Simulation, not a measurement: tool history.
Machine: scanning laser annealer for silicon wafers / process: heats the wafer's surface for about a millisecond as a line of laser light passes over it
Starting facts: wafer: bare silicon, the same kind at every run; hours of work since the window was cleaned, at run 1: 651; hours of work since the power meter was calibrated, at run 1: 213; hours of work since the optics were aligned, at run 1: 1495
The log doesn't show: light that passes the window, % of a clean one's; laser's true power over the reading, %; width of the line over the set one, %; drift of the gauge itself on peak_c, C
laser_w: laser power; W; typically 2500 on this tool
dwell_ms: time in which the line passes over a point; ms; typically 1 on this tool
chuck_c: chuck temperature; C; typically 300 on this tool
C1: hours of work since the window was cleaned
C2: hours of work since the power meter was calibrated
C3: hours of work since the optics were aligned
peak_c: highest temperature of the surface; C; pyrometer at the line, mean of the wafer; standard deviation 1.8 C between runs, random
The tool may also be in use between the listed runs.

Run 1, hour 0: usual settings; C1 651; C2 213; C3 1495. Result: peak_c 983 C.
Run 2, hour 13.4: usual settings but dwell_ms 1.12 ms; C1 660; C2 221; C3 1503. Result: peak_c 1022 C.
Run 3, hour 23.4: usual settings but dwell_ms 0.74 ms; C1 666; C2 227; C3 1509. Result: peak_c 889 C.
Run 4, hour 36.5: usual settings but dwell_ms 0.74 ms; C1 673; C2 235; C3 1517. Result: peak_c 887 C.
Run 5, hour 51: usual settings but dwell_ms 0.78 ms; C1 682; C2 244; C3 1526. Result: peak_c 902 C.
Run 6, hour 64.2: usual settings but dwell_ms 0.78 ms; C1 690; C2 252; C3 1534. Result: peak_c 901 C.
Run 7, hour 75.5: usual settings but dwell_ms 0.78 ms; C1 697; C2 259; C3 1540. Result: peak_c 901 C.
Run 8, hour 87.7: usual settings but chuck_c 316 C; C1 704; C2 266; C3 1548. Result: peak_c 999 C.
Run 9, hour 98.5: usual settings but laser_w 2656 W; C1 711; C2 272; C3 1554. Result: peak_c 1030 C.
Run 10, hour 111.9: usual settings but laser_w 2564 W; C1 719; C2 280; C3 1562. Result: peak_c 1003 C.
Run 11, hour 121.1: usual settings but chuck_c 303 C; C1 724; C2 286; C3 1568. Result: peak_c 983 C.
Run 12, hour 127.7: usual settings but chuck_c 303 C; C1 728; C2 290; C3 1572. Result: peak_c 981 C.
Run 13, hour 135.7: usual settings but laser_w 2477 W, dwell_ms 1.14 ms, chuck_c 309 C; C1 733; C2 295; C3 1577. Result: peak_c 1028 C.
Run 14, hour 143.5: usual settings but laser_w 2489 W, dwell_ms 0.97 ms, chuck_c 321 C; C1 738; C2 299; C3 1581. Result: peak_c 988 C.
Run 15, hour 153.2: usual settings but laser_w 2458 W, dwell_ms 0.86 ms, chuck_c 326 C; C1 743; C2 305; C3 1587. Result: peak_c 945 C.
Run 16, hour 164.4: usual settings but laser_w 2605 W, dwell_ms 0.97 ms, chuck_c 321 C; C1 750; C2 312; C3 1594. Result: peak_c 1022 C.
Run 17, hour 172.7: usual settings but laser_w 2423 W, dwell_ms 0.85 ms, chuck_c 328 C; C1 755; C2 317; C3 1599. Result: peak_c 932 C.
Run 18, hour 179.5: usual settings but dwell_ms 0.89 ms, chuck_c 295 C; C1 759; C2 321; C3 1603. Result: peak_c 941 C.
Run 19, hour 193.3: usual settings but dwell_ms 0.89 ms, chuck_c 295 C; C1 767; C2 329; C3 1611. Result: peak_c 935 C.
Run 20, hour 208.3: usual settings but dwell_ms 0.89 ms, chuck_c 295 C; C1 776; C2 338; C3 1620. Result: peak_c 935 C.
Run 21, hour 220.3: usual settings but dwell_ms 0.99 ms, chuck_c 295 C; C1 784; C2 345; C3 1627. Result: peak_c 971 C.
Run 22, hour 227.8: usual settings but laser_w 2428 W; C1 788; C2 350; C3 1632. Result: peak_c 957 C.
Run 23, hour 238.2: usual settings but chuck_c 308 C; C1 794; C2 356; C3 1638. Result: peak_c 987 C.

The same runs without the tool's hidden state, with the same run-to-run variation:
run  peak_c
  1    1019
  2    1060
  3     921
  4     918
  5     935
  6     934
  7     934
  8    1038
  9    1071
 10    1043
 11    1022
 12    1020
 13    1070
 14    1027
 15     981
 16    1063
 17     968
 18     979
 19     973
 20     974
 21    1011
 22     997
 23    1028

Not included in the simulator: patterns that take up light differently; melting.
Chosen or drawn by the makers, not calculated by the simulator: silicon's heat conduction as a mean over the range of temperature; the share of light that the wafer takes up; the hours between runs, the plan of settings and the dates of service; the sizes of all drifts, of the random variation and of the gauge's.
